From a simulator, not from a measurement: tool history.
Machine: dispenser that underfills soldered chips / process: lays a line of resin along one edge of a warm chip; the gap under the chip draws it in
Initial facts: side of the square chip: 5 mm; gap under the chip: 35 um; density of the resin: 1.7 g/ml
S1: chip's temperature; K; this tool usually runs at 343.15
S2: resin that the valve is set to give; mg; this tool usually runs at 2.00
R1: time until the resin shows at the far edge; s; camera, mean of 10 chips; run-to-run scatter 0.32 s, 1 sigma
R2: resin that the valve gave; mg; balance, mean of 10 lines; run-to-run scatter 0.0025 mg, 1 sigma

run 1 hour=0.0 | S1=343.15 S2=2.00 | R1=14.7 R2=1.990
run 2 hour=7.3 | S1=343.15 S2=2.00 | R1=20.7 R2=1.993
run 3 hour=13.1 | S1=343.15 S2=2.00 | R1=13.5 R2=1.987
run 4 hour=21.0 | S1=343.15 S2=2.00 | R1=20.4 R2=1.979
run 5 hour=27.9 | S1=334.15 S2=2.00 | R1=19.8 R2=1.978
run 6 hour=33.3 | S1=334.15 S2=2.00 | R1=25.4 R2=1.973
run 7 hour=38.3 | S1=343.15 S2=2.00 | R1=11.9 R2=1.976
run 8 hour=42.6 | S1=343.15 S2=2.00 | R1=15.4 R2=1.974
run 9 hour=46.2 | S1=343.15 S2=1.96 | R1=18.0 R2=1.935
run 10 hour=53.8 | S1=343.15 S2=2.00 | R1=13.1 R2=1.962
run 11 hour=59.2 | S1=343.15 S2=2.00 | R1=16.5 R2=1.962
run 12 hour=63.4 | S1=343.15 S2=2.00 | R1=21.1 R2=1.962
run 13 hour=70.2 | S1=343.15 S2=2.00 | R1=14.9 R2=1.963
run 14 hour=76.8 | S1=333.15 S2=2.00 | R1=31.4 R2=1.958
run 15 hour=83.8 | S1=343.15 S2=1.96 | R1=14.2 R2=1.962
run 16 hour=90.4 | S1=343.15 S2=1.96 | R1=19.4 R2=1.961
run 17 hour=95.0 | S1=343.15 S2=1.75 | R1=13.1 R2=1.751
run 18 hour=101.3 | S1=343.15 S2=1.75 | R1=17.8 R2=1.746
run 19 hour=105.1 | S1=340.15 S2=2.13 | R1=23.5 R2=2.124
run 20 hour=112.2 | S1=341.15 S2=2.24 | R1=15.7 R2=2.227
run 21 hour=117.9 | S1=331.15 S2=2.13 | R1=31.8 R2=2.116
run 22 hour=126.3 | S1=331.15 S2=2.13 | R1=23.3 R2=2.112
run 23 hour=135.0 | S1=336.15 S2=2.00 | R1=14.8 R2=1.981
run 24 hour=139.0 | S1=339.15 S2=2.00 | R1=16.6 R2=1.979
run 25 hour=147.9 | S1=339.15 S2=2.00 | R1=13.2 R2=1.976
run 26 hour=154.8 | S1=342.15 S2=1.87 | R1=16.5 R2=1.843
run 27 hour=158.6 | S1=334.15 S2=2.53 | R1=26.1 R2=2.490
run 28 hour=165.1 | S1=355.15 S2=2.53 | R1=8.0 R2=2.484
run 29 hour=172.2 | S1=343.15 S2=1.89 | R1=19.2 R2=1.855
run 30 hour=178.7 | S1=333.15 S2=2.00 | R1=19.9 R2=1.958
run 31 hour=184.0 | S1=343.15 S2=2.54 | R1=15.5 R2=2.540
run 32 hour=188.1 | S1=337.15 S2=2.58 | R1=23.9 R2=2.574
run 33 hour=194.3 | S1=346.15 S2=2.20 | R1=11.0 R2=2.195
run 34 hour=198.2 | S1=338.15 S2=1.74 | R1=20.5 R2=1.732
run 35 hour=204.8 | S1=347.15 S2=2.00 | R1=9.7 R2=1.992
run 36 hour=210.0 | S1=347.15 S2=2.59 | R1=11.1 R2=2.577

Withheld: 17 entries from between the runs. Position of each, and hidden state at the listed run before versus the listed run after:
Logged between run 2 and run 3: new syringe of resin (hour 9.1)
  resin's viscosity, % of fresh resin's: 185.7 -> 122.3; dose that the valve gives, % of what is set: 99.41 -> 99.28; true chip temperature over the reading, C: 0.64 -> 0.66
  measured result minus the result with no hidden state, R1: +9.4 -> +2.2 s; R2: -0.012 -> -0.015 mg
Logged between run 4 and run 5: new syringe of resin (hour 23.2)
  resin's viscosity, % of fresh resin's: 181.6 -> 123.7; dose that the valve gives, % of what is set: 99.1 -> 98.95; true chip temperature over the reading, C: 0.69 -> 0.72
  measured result minus the result with no hidden state, R1: +9.0 -> +3.4 s; R2: -0.018 -> -0.021 mg
Logged between run 6 and run 7: new syringe of resin (hour 37.1)
  resin's viscosity, % of fresh resin's: 162.4 -> 106.7; dose that the valve gives, % of what is set: 98.83 -> 98.72; true chip temperature over the reading, C: 0.74 -> 0.76
  measured result minus the result with no hidden state, R1: +9.5 -> +0.4 s; R2: -0.023 -> -0.026 mg
Logged between run 9 and run 10: new syringe of resin (hour 50.7)
  resin's viscosity, % of fresh resin's: 159.1 -> 115; dose that the valve gives, % of what is set: 98.54 -> 98.38; true chip temperature over the reading, C: 0.79 -> 0.82
  measured result minus the result with no hidden state, R1: +6.3 -> +1.4 s; R2: -0.029 -> -0.032 mg
Logged between run 12 and run 13: new syringe of resin (hour 64.5)
  resin's viscosity, % of fresh resin's: 186 -> 133.9; dose that the valve gives, % of what is set: 98.16 -> 98.01; true chip temperature over the reading, C: 0.86 -> 0.89
  measured result minus the result with no hidden state, R1: +9.4 -> +3.4 s; R2: -0.037 -> -0.040 mg
Logged between run 14 and run 15: new syringe of resin (hour 78.1); dispensing valve cleaned and set on the balance (hour 80.7)
  resin's viscosity, % of fresh resin's: 186.6 -> 125.3; dose that the valve gives, % of what is set: 97.85 -> 100.08; true chip temperature over the reading, C: 0.91 -> 0.94
  measured result minus the result with no hidden state, R1: +14.0 -> +2.4 s; R2: -0.042 -> +0.001 mg
Logged between run 16 and run 17: new syringe of resin (hour 92.8)
  resin's viscosity, % of fresh resin's: 174.5 -> 112.4; dose that the valve gives, % of what is set: 99.94 -> 99.84; true chip temperature over the reading, C: 0.97 -> 0.99
  measured result minus the result with no hidden state, R1: +7.8 -> +1.0 s; R2: -0.001 -> -0.003 mg
Logged between run 19 and run 20: new syringe of resin (hour 106.7)
  resin's viscosity, % of fresh resin's: 187.2 -> 132.5; dose that the valve gives, % of what is set: 99.62 -> 99.46; true chip temperature over the reading, C: 1.03 -> 1.06
  measured result minus the result with no hidden state, R1: +10.3 -> +3.3 s; R2: -0.008 -> -0.012 mg
Logged between run 21 and run 22: new syringe of resin (hour 120.7)
  resin's viscosity, % of fresh resin's: 176.6 -> 131.9; dose that the valve gives, % of what is set: 99.33 -> 99.15; true chip temperature over the reading, C: 1.08 -> 1.11
  measured result minus the result with no hidden state, R1: +12.7 -> +4.8 s; R2: -0.014 -> -0.018 mg
Logged between run 22 and run 23: new syringe of resin (hour 134.4)
  resin's viscosity, % of fresh resin's: 131.9 -> 103.4; dose that the valve gives, % of what is set: 99.15 -> 98.95; true chip temperature over the reading, C: 1.11 -> 1.14
  measured result minus the result with no hidden state, R1: +4.8 -> -0.2 s; R2: -0.018 -> -0.020 mg
Logged between run 24 and run 25: new syringe of resin (hour 147.9)
  resin's viscosity, % of fresh resin's: 126.3 -> 101.2; dose that the valve gives, % of what is set: 98.87 -> 98.69; true chip temperature over the reading, C: 1.16 -> 1.2
  measured result minus the result with no hidden state, R1: +2.8 -> -0.4 s; R2: -0.023 -> -0.026 mg
Logged between run 27 and run 28: new syringe of resin (hour 161.6)
  resin's viscosity, % of fresh resin's: 172.8 -> 119.6; dose that the valve gives, % of what is set: 98.44 -> 98.3; true chip temperature over the reading, C: 1.24 -> 1.27
  measured result minus the result with no hidden state, R1: +10.2 -> +1.0 s; R2: -0.039 -> -0.043 mg
Logged between run 29 and run 30: new syringe of resin (hour 175.4)
  resin's viscosity, % of fresh resin's: 171.6 -> 118.6; dose that the valve gives, % of what is set: 98.12 -> 97.97; true chip temperature over the reading, C: 1.3 -> 1.32
  measured result minus the result with no hidden state, R1: +7.5 -> +2.2 s; R2: -0.036 -> -0.041 mg
Logged between run 30 and run 31: dispensing valve cleaned and set on the balance (hour 180.4)
  resin's viscosity, % of fresh resin's: 118.6 -> 147.3; dose that the valve gives, % of what is set: 97.97 -> 99.93; true chip temperature over the reading, C: 1.32 -> 1.34
  measured result minus the result with no hidden state, R1: +2.2 -> +4.5 s; R2: -0.041 -> -0.002 mg
Logged between run 32 and run 33: new syringe of resin (hour 190.4)
  resin's viscosity, % of fresh resin's: 180.7 -> 122; dose that the valve gives, % of what is set: 99.84 -> 99.71; true chip temperature over the reading, C: 1.36 -> 1.39
  measured result minus the result with no hidden state, R1: +10.1 -> +1.6 s; R2: -0.004 -> -0.006 mg
Logged between run 34 and run 35: new syringe of resin (hour 204.2)
  resin's viscosity, % of fresh resin's: 148.2 -> 102.9; dose that the valve gives, % of what is set: 99.62 -> 99.47; true chip temperature over the reading, C: 1.4 -> 1.43
  measured result minus the result with no hidden state, R1: +5.8 -> -0.3 s; R2: -0.006 -> -0.011 mg

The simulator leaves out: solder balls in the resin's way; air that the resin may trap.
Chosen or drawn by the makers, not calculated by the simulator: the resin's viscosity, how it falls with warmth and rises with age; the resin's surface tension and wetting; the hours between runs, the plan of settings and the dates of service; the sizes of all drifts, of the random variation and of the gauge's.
